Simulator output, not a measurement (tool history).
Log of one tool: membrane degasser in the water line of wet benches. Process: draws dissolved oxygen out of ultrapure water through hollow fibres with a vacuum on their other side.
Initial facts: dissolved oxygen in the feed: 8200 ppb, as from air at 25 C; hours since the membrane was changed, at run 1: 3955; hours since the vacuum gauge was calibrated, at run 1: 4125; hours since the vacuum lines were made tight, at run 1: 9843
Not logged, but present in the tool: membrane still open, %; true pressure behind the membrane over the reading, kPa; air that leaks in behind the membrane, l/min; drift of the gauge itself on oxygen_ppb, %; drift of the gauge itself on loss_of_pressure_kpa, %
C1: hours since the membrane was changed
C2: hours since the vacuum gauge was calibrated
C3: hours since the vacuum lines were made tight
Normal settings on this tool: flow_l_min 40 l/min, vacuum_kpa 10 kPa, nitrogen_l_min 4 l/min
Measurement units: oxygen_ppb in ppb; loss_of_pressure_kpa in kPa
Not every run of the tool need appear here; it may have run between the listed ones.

run 1 hour=0 | flow_l_min=40 vacuum_kpa=10 nitrogen_l_min=4 | C1=3955 C2=4125 C3=9843 | oxygen_ppb=194.1 loss_of_pressure_kpa=32.54
run 2 hour=55.9 | flow_l_min=40 vacuum_kpa=8.8 nitrogen_l_min=4 | C1=4011 C2=4181 C3=9899 | oxygen_ppb=166.4 loss_of_pressure_kpa=32.33
run 3 hour=137 | flow_l_min=40 vacuum_kpa=8.8 nitrogen_l_min=4 | C1=4092 C2=4262 C3=9980 | oxygen_ppb=163.8 loss_of_pressure_kpa=32.28
run 4 hour=222.7 | flow_l_min=40 vacuum_kpa=8.8 nitrogen_l_min=4 | C1=4178 C2=4348 C3=10066 | oxygen_ppb=165.2 loss_of_pressure_kpa=32.21
run 5 hour=325.3 | flow_l_min=40 vacuum_kpa=8.8 nitrogen_l_min=4 | C1=4280 C2=4450 C3=10169 | oxygen_ppb=167.4 loss_of_pressure_kpa=32.24
run 6 hour=405.7 | flow_l_min=40 vacuum_kpa=8.8 nitrogen_l_min=4 | C1=4361 C2=4531 C3=10249 | oxygen_ppb=165.1 loss_of_pressure_kpa=32.35
run 7 hour=473.4 | flow_l_min=39 vacuum_kpa=8.8 nitrogen_l_min=4 | C1=4428 C2=4598 C3=10317 | oxygen_ppb=158.8 loss_of_pressure_kpa=31.73
-- hour=479.9 vacuum gauge calibrated
run 8 hour=546.8 | flow_l_min=40 vacuum_kpa=10 nitrogen_l_min=4 | C1=4501 C2=67 C3=10390 | oxygen_ppb=192.5 loss_of_pressure_kpa=32.69
run 9 hour=614.7 | flow_l_min=40 vacuum_kpa=10 nitrogen_l_min=4 | C1=4569 C2=135 C3=10458 | oxygen_ppb=196.5 loss_of_pressure_kpa=32.45
run 10 hour=682.4 | flow_l_min=40 vacuum_kpa=10 nitrogen_l_min=3.25 | C1=4637 C2=202 C3=10525 | oxygen_ppb=231.9 loss_of_pressure_kpa=31.87
run 11 hour=810.3 | flow_l_min=40 vacuum_kpa=10 nitrogen_l_min=3.25 | C1=4765 C2=330 C3=10653 | oxygen_ppb=232 loss_of_pressure_kpa=32.22
run 12 hour=866.4 | flow_l_min=53 vacuum_kpa=10 nitrogen_l_min=3.25 | C1=4821 C2=387 C3=10709 | oxygen_ppb=344.9 loss_of_pressure_kpa=43.04
-- hour=893.5 vacuum gauge calibrated, once more
run 13 hour=990.4 | flow_l_min=53 vacuum_kpa=8.4 nitrogen_l_min=9.92 | C1=4944 C2=97 C3=10833 | oxygen_ppb=166.1 loss_of_pressure_kpa=43.21
run 14 hour=1044.1 | flow_l_min=53 vacuum_kpa=8.4 nitrogen_l_min=9.92 | C1=4998 C2=151 C3=10886 | oxygen_ppb=168.1 loss_of_pressure_kpa=42.96
run 15 hour=1146.5 | flow_l_min=53 vacuum_kpa=8.4 nitrogen_l_min=9.92 | C1=5100 C2=253 C3=10989 | oxygen_ppb=163 loss_of_pressure_kpa=42.92
run 16 hour=1218.1 | flow_l_min=60 vacuum_kpa=7.6 nitrogen_l_min=1.87 | C1=5172 C2=325 C3=11060 | oxygen_ppb=429.3 loss_of_pressure_kpa=48.74
run 17 hour=1334.2 | flow_l_min=60 vacuum_kpa=7.6 nitrogen_l_min=1.87 | C1=5288 C2=441 C3=11176 | oxygen_ppb=433 loss_of_pressure_kpa=48.73
run 18 hour=1394.7 | flow_l_min=54 vacuum_kpa=7.6 nitrogen_l_min=1.87 | C1=5349 C2=501 C3=11237 | oxygen_ppb=364.3 loss_of_pressure_kpa=43.88
run 19 hour=1487.7 | flow_l_min=40 vacuum_kpa=10 nitrogen_l_min=3.25 | C1=5442 C2=594 C3=11330 | oxygen_ppb=222.6 loss_of_pressure_kpa=32.45
run 20 hour=1567.6 | flow_l_min=35 vacuum_kpa=24 nitrogen_l_min=6.32 | C1=5521 C2=674 C3=11410 | oxygen_ppb=292.7 loss_of_pressure_kpa=28.21
run 21 hour=1639.9 | flow_l_min=25 vacuum_kpa=10 nitrogen_l_min=5.64 | C1=5594 C2=746 C3=11482 | oxygen_ppb=77.3 loss_of_pressure_kpa=20.17
run 22 hour=1752.2 | flow_l_min=37 vacuum_kpa=20.5 nitrogen_l_min=2.28 | C1=5706 C2=859 C3=11594 | oxygen_ppb=626.5 loss_of_pressure_kpa=30.27
run 23 hour=1862 | flow_l_min=45 vacuum_kpa=19.5 nitrogen_l_min=7.81 | C1=5816 C2=968 C3=11704 | oxygen_ppb=276.2 loss_of_pressure_kpa=36.72
run 24 hour=1945 | flow_l_min=40 vacuum_kpa=14.6 nitrogen_l_min=4 | C1=5899 C2=1052 C3=11787 | oxygen_ppb=296.8 loss_of_pressure_kpa=32.84

The same runs without the tool's hidden state, with the same run-to-run variation:
run=1 oxygen_ppb=185.5 loss_of_pressure_kpa=31.78
run=2 oxygen_ppb=158 loss_of_pressure_kpa=31.56
run=3 oxygen_ppb=155.4 loss_of_pressure_kpa=31.5
run=4 oxygen_ppb=156.5 loss_of_pressure_kpa=31.41
run=5 oxygen_ppb=158.5 loss_of_pressure_kpa=31.42
run=6 oxygen_ppb=156.1 loss_of_pressure_kpa=31.51
run=7 oxygen_ppb=150.1 loss_of_pressure_kpa=30.91
run=8 oxygen_ppb=181.8 loss_of_pressure_kpa=31.82
run=9 oxygen_ppb=185.5 loss_of_pressure_kpa=31.58
run=10 oxygen_ppb=219.6 loss_of_pressure_kpa=30.99
run=11 oxygen_ppb=219.4 loss_of_pressure_kpa=31.31
run=12 oxygen_ppb=324.6 loss_of_pressure_kpa=41.83
run=13 oxygen_ppb=153.3 loss_of_pressure_kpa=41.95
run=14 oxygen_ppb=155 loss_of_pressure_kpa=41.7
run=15 oxygen_ppb=150 loss_of_pressure_kpa=41.63
run=16 oxygen_ppb=411.8 loss_of_pressure_kpa=47.25
run=17 oxygen_ppb=414.8 loss_of_pressure_kpa=47.22
run=18 oxygen_ppb=349.8 loss_of_pressure_kpa=42.49
run=19 oxygen_ppb=215.1 loss_of_pressure_kpa=31.4
run=20 oxygen_ppb=285.1 loss_of_pressure_kpa=27.29
run=21 oxygen_ppb=74.9 loss_of_pressure_kpa=19.51
run=22 oxygen_ppb=615.8 loss_of_pressure_kpa=29.27
run=23 oxygen_ppb=264.7 loss_of_pressure_kpa=35.47
run=24 oxygen_ppb=287.3 loss_of_pressure_kpa=31.7

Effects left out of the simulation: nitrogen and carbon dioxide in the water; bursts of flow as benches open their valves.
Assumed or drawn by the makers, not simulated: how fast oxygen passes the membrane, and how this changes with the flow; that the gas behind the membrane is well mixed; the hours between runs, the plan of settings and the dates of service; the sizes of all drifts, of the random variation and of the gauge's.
